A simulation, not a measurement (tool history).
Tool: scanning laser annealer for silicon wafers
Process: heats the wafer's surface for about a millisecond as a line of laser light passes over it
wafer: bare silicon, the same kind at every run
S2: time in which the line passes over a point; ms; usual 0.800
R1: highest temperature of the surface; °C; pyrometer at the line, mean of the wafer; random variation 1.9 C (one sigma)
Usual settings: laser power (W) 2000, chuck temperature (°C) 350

Run 1, hour 0.0: usual settings. Result: R1 1170 °C.
Run 2, hour 12.3: usual settings. Result: R1 1173 °C.
Run 3, hour 26.6: usual settings. Result: R1 1170 °C.
Run 4, hour 41.2: usual settings. Result: R1 1169 °C.
Run 5, hour 69.3: usual settings. Result: R1 1167 °C.
Run 6, hour 94.5: usual settings. Result: R1 1167 °C.
Run 7, hour 120.0: usual settings. Result: R1 1167 °C.
Run 8, hour 145.3: usual settings. Result: R1 1173 °C.
Run 9, hour 161.2: usual settings. Result: R1 1173 °C.
Run 10, hour 172.9: usual settings. Result: R1 1171 °C.
Run 11, hour 198.9: usual settings. Result: R1 1172 °C.
Run 12, hour 215.6: usual settings but laser power (W) 2154. Result: R1 1252 °C.
Run 13, hour 229.6: usual settings but S2 0.708 ms. Result: R1 1117 °C.
Run 14, hour 251.5: usual settings but S2 0.708 ms. Result: R1 1120 °C.
Run 15, hour 264.1: usual settings but S2 0.708 ms. Result: R1 1118 °C.
Run 16, hour 290.0: usual settings but S2 0.650 ms. Result: R1 1085 °C.

Run 17 comes next. What will it give?
Run 17, hour 315.6: usual settings but S2 0.650 ms. Result: R1 ?.

R1: 1087 °C
Without the tool's hidden state the same run would have given R1 1087 °C.
